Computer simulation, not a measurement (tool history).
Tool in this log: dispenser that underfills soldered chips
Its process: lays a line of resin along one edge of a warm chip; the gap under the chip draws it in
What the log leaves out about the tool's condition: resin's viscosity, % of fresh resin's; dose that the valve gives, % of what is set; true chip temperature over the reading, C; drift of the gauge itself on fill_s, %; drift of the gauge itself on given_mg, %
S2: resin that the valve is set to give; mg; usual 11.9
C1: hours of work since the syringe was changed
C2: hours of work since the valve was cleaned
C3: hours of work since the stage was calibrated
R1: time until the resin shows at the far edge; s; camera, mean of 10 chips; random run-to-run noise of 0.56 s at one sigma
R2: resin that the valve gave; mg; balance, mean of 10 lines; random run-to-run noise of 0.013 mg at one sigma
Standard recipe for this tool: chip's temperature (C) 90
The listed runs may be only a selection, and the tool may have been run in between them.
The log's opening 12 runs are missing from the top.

{"hour": 132.2, "done": "new syringe of resin"}
{"run": 13, "hour": 133.5, "chip's temperature (C)": 90, "S2": 13.9, "C1": 1, "C2": 15, "C3": 109, "R1": 48, "R2": 13.83}
{"hour": 146.2, "done": "new syringe of resin"}
{"run": 14, "hour": 148.5, "chip's temperature (C)": 90, "S2": 11.5, "C1": 2, "C2": 27, "C3": 121, "R1": 52.9, "R2": 11.38}
{"run": 15, "hour": 155.1, "chip's temperature (C)": 100, "S2": 11.9, "C1": 7, "C2": 32, "C3": 126, "R1": 54.5, "R2": 11.79}
{"hour": 159.3, "done": "new syringe of resin"}
{"run": 16, "hour": 168.4, "chip's temperature (C)": 90, "S2": 11.9, "C1": 7, "C2": 42, "C3": 136, "R1": 73.2, "R2": 11.75}
{"hour": 172.9, "done": "new syringe of resin"}
{"run": 17, "hour": 179.2, "chip's temperature (C)": 90, "S2": 11.9, "C1": 5, "C2": 51, "C3": 145, "R1": 64.8, "R2": 11.7}
{"hour": 186.1, "done": "new syringe of resin"}
{"run": 18, "hour": 189.5, "chip's temperature (C)": 84, "S2": 15.4, "C1": 3, "C2": 58, "C3": 153, "R1": 64.4, "R2": 15.13}
{"hour": 198.3, "done": "dispensing valve cleaned and set on the balance"}
{"hour": 200.0, "done": "new syringe of resin"}
{"run": 19, "hour": 201.9, "chip's temperature (C)": 88, "S2": 11, "C1": 2, "C2": 3, "C3": 161, "R1": 54.4, "R2": 10.98}
{"run": 20, "hour": 210.2, "chip's temperature (C)": 88, "S2": 12.8, "C1": 8, "C2": 9, "C3": 168, "R1": 79.4, "R2": 12.75}
{"hour": 212.8, "done": "new syringe of resin"}
{"run": 21, "hour": 224.7, "chip's temperature (C)": 90, "S2": 10.9, "C1": 9, "C2": 20, "C3": 179, "R1": 86.8, "R2": 10.8}
{"hour": 226.5, "done": "new syringe of resin"}
{"run": 22, "hour": 231.9, "chip's temperature (C)": 90, "S2": 10.9, "C1": 4, "C2": 26, "C3": 185, "R1": 61.6, "R2": 10.8}
{"hour": 240.1, "done": "new syringe of resin"}
{"run": 23, "hour": 242.1, "chip's temperature (C)": 77, "S2": 12.8, "C1": 2, "C2": 34, "C3": 192, "R1": 77, "R2": 12.67}
{"run": 24, "hour": 250.8, "chip's temperature (C)": 77, "S2": 11.2, "C1": 9, "C2": 41, "C3": 199, "R1": 125.1, "R2": 11.07}
{"hour": 253.1, "done": "new syringe of resin"}
{"hour": 266.4, "done": "new syringe of resin"}
{"run": 25, "hour": 266.4, "chip's temperature (C)": 101, "S2": 11.9, "C1": 0, "C2": 52, "C3": 211, "R1": 33.3, "R2": 11.68}
{"run": 26, "hour": 278.2, "chip's temperature (C)": 101, "S2": 11.9, "C1": 9, "C2": 62, "C3": 221, "R1": 58, "R2": 11.67}
{"hour": 279.6, "done": "new syringe of resin"}
{"hour": 283.0, "done": "dispensing valve cleaned and set on the balance"}
{"run": 27, "hour": 289.9, "chip's temperature (C)": 82, "S2": 11.4, "C1": 7, "C2": 5, "C3": 229, "R1": 94.5, "R2": 11.37}
{"hour": 294.1, "done": "new syringe of resin"}
{"run": 28, "hour": 301.8, "chip's temperature (C)": 83, "S2": 10.7, "C1": 6, "C2": 15, "C3": 238, "R1": 87, "R2": 10.65}
{"hour": 307.0, "done": "new syringe of resin"}
{"run": 29, "hour": 315.5, "chip's temperature (C)": 85, "S2": 12, "C1": 7, "C2": 25, "C3": 249, "R1": 82.6, "R2": 11.89}
{"hour": 319.9, "done": "new syringe of resin"}
{"run": 30, "hour": 329.8, "chip's temperature (C)": 76, "S2": 14.7, "C1": 8, "C2": 36, "C3": 260, "R1": 115.3, "R2": 14.52}
{"hour": 333.3, "done": "new syringe of resin"}
{"run": 31, "hour": 340.6, "chip's temperature (C)": 90, "S2": 12.8, "C1": 6, "C2": 45, "C3": 268, "R1": 65.8, "R2": 12.63}
{"hour": 346.3, "done": "new syringe of resin"}
{"run": 32, "hour": 353.5, "chip's temperature (C)": 98, "S2": 10.8, "C1": 6, "C2": 55, "C3": 278, "R1": 53, "R2": 10.61}
{"hour": 359.4, "done": "new syringe of resin"}
{"run": 33, "hour": 364.9, "chip's temperature (C)": 92, "S2": 11.9, "C1": 4, "C2": 63, "C3": 287, "R1": 55.8, "R2": 11.65}
{"hour": 367.4, "done": "dispensing valve cleaned and set on the balance"}
{"hour": 374.5, "done": "new syringe of resin"}
{"run": 34, "hour": 374.5, "chip's temperature (C)": 87, "S2": 10.6, "C1": 0, "C2": 5, "C3": 293, "R1": 49, "R2": 10.61}

Forecast each of these 3 alternatives for the next run:
{"hour": 387.4, "done": "new syringe of resin"}
{"run": "A", "hour": 390.0, "chip's temperature (C)": 87, "S2": 14.3, "C1": 2, "C2": 17, "C3": 305, "R1": "?", "R2": "?"}
{"hour": 387.4, "done": "new syringe of resin"}
{"run": "B", "hour": 390.0, "chip's temperature (C)": 80, "S2": 11.3, "C1": 2, "C2": 17, "C3": 305, "R1": "?", "R2": "?"}
{"hour": 387.4, "done": "new syringe of resin"}
{"run": "C", "hour": 390.0, "chip's temperature (C)": 101, "S2": 12.3, "C1": 2, "C2": 17, "C3": 305, "R1": "?", "R2": "?"}

run=A R1=55.7 R2=14.25
run=B R1=72.5 R2=11.28
run=C R1=36.5 R2=12.27
Had the tool no hidden state, the same runs would have come out as:
run=A R1=51.4 R2=14.29
run=B R1=67.1 R2=11.31
run=C R1=33.6 R2=12.3
